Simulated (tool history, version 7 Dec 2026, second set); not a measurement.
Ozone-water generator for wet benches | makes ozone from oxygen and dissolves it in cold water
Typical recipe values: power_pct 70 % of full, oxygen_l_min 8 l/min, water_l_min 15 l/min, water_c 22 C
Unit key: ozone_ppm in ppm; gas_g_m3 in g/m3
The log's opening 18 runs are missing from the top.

run,hour,power_pct,oxygen_l_min,water_l_min,water_c,ozone_ppm,gas_g_m3
19,1289.6,55,13.88,17,16,27.5,140.1
20,1351.3,55,13.88,17,16,26.9,139.6
21,1417.8,70,13.99,20,15,29.5,161.7
22,1477.4,96,9.73,15,24,35.4,227
23,1569.7,43,12.93,16,19,22.5,125.2
# hour 1608.4: contactor cleaned, once more
24,1682.9,70,13.26,10,22,34.5,165.6
25,1731,70,13.26,10,22,34.6,165.5
26,1794.5,70,13.26,10,22,34.7,166.4
27,1873.2,70,7.97,23,20,25.4,199.9
28,1957.1,41,5.67,16,15,24.9,167.2
29,2027.7,76,8,17,22,30.8,213.6
30,2123.7,69,11.06,19,23,26.3,174.1
31,2178.8,69,9.44,19,23,26.8,184.7
32,2267.1,69,9.44,19,23,26.7,186.1

Here are 3 independent what-if runs from the current tool condition. What would each one return?
A,2369.6,49,8,12,16,?,?
B,2369.6,69,4.29,19,23,?,?
C,2369.6,69,7.13,19,23,?,?

run,ozone_ppm,gas_g_m3
A,32,160.8
B,25.4,252.6
C,26.8,205.8
Without the tool's unlogged condition, the same runs would have read:
run,ozone_ppm,gas_g_m3
A,34.4,172.1
B,27.9,275.5
C,29.4,224.5
